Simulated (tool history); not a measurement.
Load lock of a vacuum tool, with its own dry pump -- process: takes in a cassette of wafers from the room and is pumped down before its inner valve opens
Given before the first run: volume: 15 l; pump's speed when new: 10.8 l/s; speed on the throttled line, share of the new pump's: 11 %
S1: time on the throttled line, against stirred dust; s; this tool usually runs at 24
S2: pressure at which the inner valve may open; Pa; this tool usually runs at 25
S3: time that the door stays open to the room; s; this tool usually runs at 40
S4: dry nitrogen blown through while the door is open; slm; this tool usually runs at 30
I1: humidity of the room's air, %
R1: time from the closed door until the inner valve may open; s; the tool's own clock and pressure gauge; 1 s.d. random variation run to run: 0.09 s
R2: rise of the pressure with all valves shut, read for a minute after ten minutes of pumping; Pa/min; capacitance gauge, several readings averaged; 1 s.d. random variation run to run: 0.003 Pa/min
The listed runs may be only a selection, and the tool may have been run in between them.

| run | hour | S1 | S2 | S3 | S4 | I1 | R1 | R2 |
|---|---|---|---|---|---|---|---|---|
| 1 | 0 | 24 | 25 | 40 | 30 | 42.3 | 33.61 | 0.037 |
| 2 | 411 | 24 | 25 | 40 | 30 | 47.2 | 33.8 | 0.043 |
| 3 | 583.4 | 24 | 25 | 40 | 30 | 45.2 | 33.88 | 0.048 |
| 4 | 803 | 24 | 25 | 40 | 30 | 46.7 | 33.98 | 0.045 |
| 5 | 1070.8 | 46 | 25 | 40 | 30 | 45.7 | 53.35 | 0.053 |
| 6 | 1361.1 | 24 | 25 | 40 | 30 | 45.5 | 33.85 | 0.055 |
| 7 | 1563.9 | 24 | 25 | 40 | 12 | 48.3 | 34.14 | 0.074 |
| 8 | 1925 | 24 | 25 | 40 | 12 | 43.6 | 34.04 | 0.072 |
| 9 | 2127 | 24 | 49 | 40 | 22 | 45.7 | 32.92 | 0.073 |
| 10 | 2493.3 | 12 | 35 | 85 | 30 | 46.2 | 23.11 | 0.086 |
| 11 | 2911.9 | 12 | 35 | 85 | 30 | 46.6 | 23.22 | 0.087 |
| 12 | 3317.4 | 35 | 36 | 112 | 6 | 48.3 | 43.05 | 0.13 |
| 13 | 3584.2 | 35 | 39 | 57 | 30 | 45 | 43.01 | 0.092 |
| 14 | 3797.5 | 24 | 47 | 84 | 30 | 45.1 | 33.25 | 0.101 |

Hidden state or all else? Some run-to-run changes of R1, split into what the settings, what came in and random variation would give without the hidden state, and what is left for the hidden state (with any gauge scatter that isn't in both results):
Hidden conditions of the tool in this case: pump's speed, % of a new pump's; leak at the door's seal, Pa l/s; drift of the gauge itself on ready_s, %; drift of the gauge itself on rise_pa_min, %.
Run 11 -> 12: S1 12 -> 35, S2 35 -> 36, S3 85 -> 112, S4 30 -> 6. R1 +19.83 s: hidden state -0.35, all else +20.18.
